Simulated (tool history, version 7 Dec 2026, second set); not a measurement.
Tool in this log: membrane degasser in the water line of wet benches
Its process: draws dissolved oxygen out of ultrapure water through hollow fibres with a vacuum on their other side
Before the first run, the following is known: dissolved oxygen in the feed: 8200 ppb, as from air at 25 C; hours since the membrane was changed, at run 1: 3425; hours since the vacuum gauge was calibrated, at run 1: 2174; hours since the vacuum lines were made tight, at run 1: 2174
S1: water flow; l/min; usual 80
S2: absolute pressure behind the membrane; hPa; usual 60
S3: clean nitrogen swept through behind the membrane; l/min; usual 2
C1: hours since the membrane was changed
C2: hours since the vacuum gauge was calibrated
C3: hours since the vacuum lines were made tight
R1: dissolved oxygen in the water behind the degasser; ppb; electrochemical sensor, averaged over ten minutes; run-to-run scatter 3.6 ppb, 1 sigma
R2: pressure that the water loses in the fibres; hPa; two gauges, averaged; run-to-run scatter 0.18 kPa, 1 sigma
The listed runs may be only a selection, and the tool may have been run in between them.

| run | hour | S1 | S2 | S3 | C1 | C2 | C3 | R1 | R2 |
|---|---|---|---|---|---|---|---|---|---|
| 1 | 0 | 80 | 60 | 2 | 3425 | 2174 | 2174 | 355 | 338.2 |
| 2 | 102.7 | 80 | 60 | 2 | 3527 | 2276 | 2276 | 361.5 | 337.9 |
| 3 | 218 | 80 | 60 | 2 | 3643 | 2392 | 2392 | 359.5 | 340.5 |
| 4 | 352.5 | 80 | 60 | 3.76 | 3777 | 2526 | 2526 | 269.8 | 339.3 |
| 5 | 487.9 | 80 | 60 | 1.5 | 3912 | 2661 | 2661 | 410.7 | 340.6 |
| 6 | 616.6 | 71 | 60 | 2 | 4041 | 2790 | 2790 | 297.8 | 305.5 |
| 7 | 693.8 | 71 | 60 | 2 | 4118 | 2867 | 2867 | 299.1 | 303.4 |
| 8 | 767.5 | 71 | 60 | 2 | 4192 | 2941 | 2941 | 298.2 | 305.9 |
| 9 | 902.9 | 80 | 60 | 2 | 4327 | 3076 | 3076 | 360.2 | 345.1 |
| 10 | 1042.9 | 80 | 60 | 2 | 4467 | 3216 | 3216 | 353.2 | 347.4 |
| 11 | 1147.9 | 61 | 60 | 2 | 4572 | 3321 | 3321 | 237.3 | 262.4 |
| 12 | 1250 | 86 | 60 | 2 | 4675 | 3424 | 3424 | 395.6 | 371.1 |
|  | 1354.5 | gauge calibrated |
| 13 | 1391.1 | 86 | 60 | 2 | 4816 | 3565 | 3565 | 402.2 | 362.3 |
| 14 | 1463 | 80 | 108 | 2 | 4888 | 3637 | 3637 | 701.9 | 336.8 |
| 15 | 1560 | 80 | 60 | 2 | 4985 | 3734 | 3734 | 357 | 338.9 |
| 16 | 1647.7 | 80 | 60 | 2 | 5072 | 3821 | 3821 | 356.6 | 343.2 |
| 17 | 1717.5 | 80 | 60 | 2 | 5142 | 3891 | 3891 | 350.5 | 343.8 |
| 18 | 1777.9 | 80 | 60 | 2 | 5202 | 3951 | 3951 | 355 | 340.7 |
| 19 | 1873.5 | 80 | 60 | 2 | 5298 | 4047 | 4047 | 358.1 | 344.4 |
| 20 | 1962.7 | 80 | 60 | 2 | 5387 | 4136 | 4136 | 359.4 | 341.9 |
| 21 | 2079.4 | 70 | 138.4 | 2 | 5504 | 4253 | 4253 | 786.5 | 302.1 |
| 22 | 2190.7 | 70 | 138.4 | 2 | 5615 | 4364 | 4364 | 782.8 | 298.5 |
| 23 | 2295 | 70 | 138.4 | 2 | 5720 | 4469 | 4469 | 780.2 | 304.7 |
| 24 | 2411.7 | 80 | 88.7 | 0.92 | 5836 | 4585 | 4585 | 871.3 | 347.8 |
| 25 | 2490.5 | 80 | 97.5 | 2.71 | 5915 | 4664 | 4664 | 527.1 | 347 |
| 26 | 2629 | 98 | 99.3 | 3.32 | 6054 | 4803 | 4803 | 624.2 | 425.8 |
| 27 | 2707.5 | 98 | 99.3 | 3.32 | 6132 | 4881 | 4881 | 631.1 | 427.4 |
| 28 | 2833.3 | 98 | 99.3 | 3.32 | 6258 | 5007 | 5007 | 619.3 | 425 |
| 29 | 2975 | 80 | 60 | 3.63 | 6400 | 5149 | 5149 | 276.6 | 351.4 |
| 30 | 3063.7 | 115 | 58.4 | 1.5 | 6488 | 5237 | 5237 | 663.4 | 502.2 |
| 31 | 3178.6 | 66 | 48.4 | 3.26 | 6603 | 5352 | 5352 | 154.3 | 290.4 |
| 32 | 3244.4 | 61 | 100.6 | 2 | 6669 | 5418 | 5418 | 478.2 | 269.2 |

Branching from run 32: 4 alternative next runs. What would each branch give?
| A | 3320.1 | 61 | 68 | 2.25 | 6745 | 5494 | 5494 | ? | ? |
| B | 3320.1 | 61 | 38.9 | 2.54 | 6745 | 5494 | 5494 | ? | ? |
| C | 3320.1 | 61 | 100.6 | 3.04 | 6745 | 5494 | 5494 | ? | ? |
| D | 3320.1 | 81 | 131.9 | 1.37 | 6745 | 5494 | 5494 | ? | ? |

| run | R1 | R2 |
|---|---|---|
| A | 266.7 | 270 |
| B | 99.8 | 265.3 |
| C | 353.3 | 269.8 |
| D | 1099.1 | 357.3 |
Without the tool's hidden state the same runs would have given:
| run | R1 | R2 |
|---|---|---|
| A | 266.4 | 259.1 |
| B | 99.5 | 254.5 |
| C | 353.1 | 259 |
| D | 1098.6 | 342.9 |
